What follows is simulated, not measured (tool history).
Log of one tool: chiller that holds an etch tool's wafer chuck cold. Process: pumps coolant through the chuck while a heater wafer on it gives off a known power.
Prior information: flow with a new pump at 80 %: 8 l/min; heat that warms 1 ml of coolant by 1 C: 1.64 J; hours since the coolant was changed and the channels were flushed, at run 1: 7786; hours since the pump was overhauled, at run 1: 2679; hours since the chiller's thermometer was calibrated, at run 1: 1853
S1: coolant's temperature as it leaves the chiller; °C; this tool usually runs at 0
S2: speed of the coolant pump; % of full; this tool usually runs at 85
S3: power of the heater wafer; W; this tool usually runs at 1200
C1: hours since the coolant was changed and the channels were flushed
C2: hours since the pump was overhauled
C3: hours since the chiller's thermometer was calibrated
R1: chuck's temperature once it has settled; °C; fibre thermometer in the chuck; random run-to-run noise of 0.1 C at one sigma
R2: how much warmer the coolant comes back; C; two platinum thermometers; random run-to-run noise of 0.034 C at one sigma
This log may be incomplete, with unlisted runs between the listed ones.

Run 1, day 0: usual settings; C1 7786; C2 2679; C3 1853. Result: R1 10.9 °C, R2 5.41 C.
Run 2, day 2.921: usual settings; C1 7856; C2 2749; C3 1923. Result: R1 11 °C, R2 5.47 C.
Run 3, day 5.246: usual settings; C1 7912; C2 2804; C3 1978. Result: R1 11 °C, R2 5.45 C.
Run 4, day 6.767: usual settings; C1 7948; C2 2841; C3 2015. Result: R1 11.1 °C, R2 5.46 C.
Run 5, day 9.146: usual settings; C1 8005; C2 2898; C3 2072. Result: R1 11.1 °C, R2 5.46 C.
Run 6, day 10.692: usual settings; C1 8043; C2 2935; C3 2109. Result: R1 11.1 °C, R2 5.44 C.
At day 11.462: coolant changed, channels flushed.
Run 7, day 13.721: usual settings; C1 54; C2 3002; C3 2176. Result: R1 10.4 °C, R2 5.54 C.
Run 8, day 15.567: usual settings; C1 98; C2 3046; C3 2220. Result: R1 10.4 °C, R2 5.43 C.
Run 9, day 18.9: usual settings but S2 86 % of full; C1 179; C2 3126; C3 2300. Result: R1 10.3 °C, R2 5.4 C.
Run 10, day 20.8: usual settings but S2 86 % of full; C1 224; C2 3172; C3 2346. Result: R1 10.4 °C, R2 5.41 C.
Run 11, day 23.875: usual settings but S1 4 °C, S2 88 % of full, S3 1778 W; C1 298; C2 3246; C3 2420. Result: R1 19.4 °C, R2 7.86 C.
Run 12, day 27.054: usual settings but S2 63 % of full, S3 1475 W; C1 374; C2 3322; C3 2496. Result: R1 16.7 °C, R2 9.2 C.
Run 13, day 28.483: usual settings; C1 408; C2 3356; C3 2530. Result: R1 10.5 °C, R2 5.47 C.
Run 14, day 30.517: usual settings; C1 457; C2 3405; C3 2579. Result: R1 10.6 °C, R2 5.48 C.
Run 15, day 32.55: usual settings; C1 506; C2 3454; C3 2628. Result: R1 10.7 °C, R2 5.5 C.

Branching from run 15: 5 alternative next runs. What would each branch give?
Run A, day 35.317: usual settings but S1 4 °C, S3 1187 W; C1 572; C2 3520; C3 2694. Result: R1 ?, R2 ?.
Run B, day 35.317: usual settings but S1 9 °C, S3 648 W; C1 572; C2 3520; C3 2694. Result: R1 ?, R2 ?.
Run C, day 35.317: usual settings but S2 78 % of full, S3 673 W; C1 572; C2 3520; C3 2694. Result: R1 ?, R2 ?.
Run D, day 35.317: usual settings but S1 2 °C, S3 644 W; C1 572; C2 3520; C3 2694. Result: R1 ?, R2 ?.
Run E, day 35.317: usual settings but S2 69 % of full, S3 1343 W; C1 572; C2 3520; C3 2694. Result: R1 ?, R2 ?.

run    R1    R2
  A  14.3  5.47
  B  14.4  3.02
  C   6.3  3.41
  D   7.3  2.98
  E  14.2  7.69
Stripped of hidden state, with their random variation kept, the same runs would have yielded:
run    R1    R2
  A  13.9   5.1
  B  14.4  2.82
  C   6.1  3.18
  D   7.2  2.78
  E  13.5  7.16
